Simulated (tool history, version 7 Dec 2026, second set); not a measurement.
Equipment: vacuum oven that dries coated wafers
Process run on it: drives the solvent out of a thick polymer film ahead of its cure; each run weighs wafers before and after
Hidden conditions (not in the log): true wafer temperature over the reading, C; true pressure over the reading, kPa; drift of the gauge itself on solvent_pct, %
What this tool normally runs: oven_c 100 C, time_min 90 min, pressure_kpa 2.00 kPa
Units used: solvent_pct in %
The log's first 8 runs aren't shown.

run   hour  oven_c  time_min  pressure_kpa  hours of work since the thermocouples were calibrated  hours of work since the vacuum gauge was cleaned of residue  solvent_pct
  9  315.0     100        90          5.63                                                    870                                                          696         3.78
     350.4  -- oven's thermocouples calibrated
 10  350.4     100        90          2.00                                                      0                                                          715         2.27
 11  388.0     100        90          2.00                                                     21                                                          735         2.31
 12  413.7     100        90          2.00                                                     35                                                          750         2.33
 13  449.9     100        90          2.00                                                     55                                                          770         2.34
 14  496.7     100        90          2.00                                                     81                                                          795         2.33
 15  542.5     100        90          1.21                                                    106                                                          821         2.05
 16  565.6      89        90          1.21                                                    119                                                          833         4.21
 17  596.4     100        90          2.00                                                    136                                                          850         2.34
 18  623.0     100        90          2.00                                                    150                                                          865         2.31
 19  644.0     100        90          7.33                                                    162                                                          877         4.25
 20  677.1     100        59          2.00                                                    180                                                          895         4.06
 21  715.7     100        59          2.00                                                    201                                                          916         4.02
 22  737.5     100        56          2.00                                                    214                                                          928         4.31
 23  761.0     100        56          2.00                                                    226                                                          941         4.36
 24  784.0     100        90          5.25                                                    239                                                          954         3.44
 25  804.1     100        97          2.00                                                    250                                                          965         2.13

Expected results for the next run?
 26  835.6     110       115          1.38                                                    268                                                          982            ?

solvent_pct: 0.62 %
Were there no unlogged condition in the tool, this run, its random variation unchanged, would have produced solvent_pct 0.54 %.
